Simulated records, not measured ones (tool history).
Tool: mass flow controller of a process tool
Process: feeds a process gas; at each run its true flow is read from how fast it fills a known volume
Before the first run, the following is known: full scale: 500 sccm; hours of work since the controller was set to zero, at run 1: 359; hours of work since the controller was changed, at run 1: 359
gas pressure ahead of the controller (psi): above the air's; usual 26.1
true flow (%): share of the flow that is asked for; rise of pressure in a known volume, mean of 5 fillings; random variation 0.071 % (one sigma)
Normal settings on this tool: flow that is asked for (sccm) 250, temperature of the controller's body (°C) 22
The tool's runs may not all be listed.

run,hour,flow that is asked for (sccm),gas pressure ahead of the controller (psi),temperature of the controller's body (°C),hours of work since the controller was set to zero,hours of work since the controller was changed,true flow (%)
1,0.0,250,26.1,22,359,359,99.83
2,49.0,250,26.1,29,377,377,99.12
3,93.9,250,26.1,29,394,394,99.22
4,156.0,250,26.1,29,417,417,99.23
5,206.2,250,26.1,29,436,436,99.27
6,270.5,250,26.1,22,460,460,99.86
7,307.4,250,26.1,22,473,473,99.85
8,358.0,250,26.1,22,492,492,99.78
9,416.5,250,26.1,22,514,514,99.82
10,470.6,250,26.1,22,534,534,99.82
11,509.9,250,26.1,22,548,548,99.85
12,581.4,250,26.1,22,575,575,99.80
13,643.4,250,26.1,22,598,598,99.93
14,678.5,250,26.1,22,611,611,99.81
15,712.6,381,21.2,21,624,624,99.86
16,779.0,381,21.2,21,648,648,100.00
17,847.1,72,24.2,21,673,673,98.92
18,910.0,72,24.2,21,697,697,98.96
19,947.8,72,24.2,21,711,711,98.86
20,986.0,273,36.5,33,725,725,99.36
21,1027.1,273,36.5,33,740,740,99.24
22,1094.6,273,36.5,33,765,765,99.27
23,1144.0,273,36.5,33,783,783,99.35
24,1205.4,295,32.3,33,806,806,99.16
25,1261.9,295,34.7,22,827,827,100.30
26,1338.0,90,24.7,24,855,855,98.79
27,1377.1,354,31.2,32,870,870,99.43

Here are 5 independent what-if runs from the current tool condition. What would each one return?
A,1445.8,354,34.5,21,895,895,?
B,1445.8,85,32.5,26,895,895,?
C,1445.8,354,37.4,32,895,895,?
D,1445.8,71,30.5,22,895,895,?
E,1445.8,354,39.6,38,895,895,?

run,true flow (%)
A,100.56
B,98.84
C,99.64
D,99.01
E,99.18
With no hidden state in the tool, these same runs would have given:
run,true flow (%)
A,100.38
B,99.11
C,99.46
D,99.39
E,99.00

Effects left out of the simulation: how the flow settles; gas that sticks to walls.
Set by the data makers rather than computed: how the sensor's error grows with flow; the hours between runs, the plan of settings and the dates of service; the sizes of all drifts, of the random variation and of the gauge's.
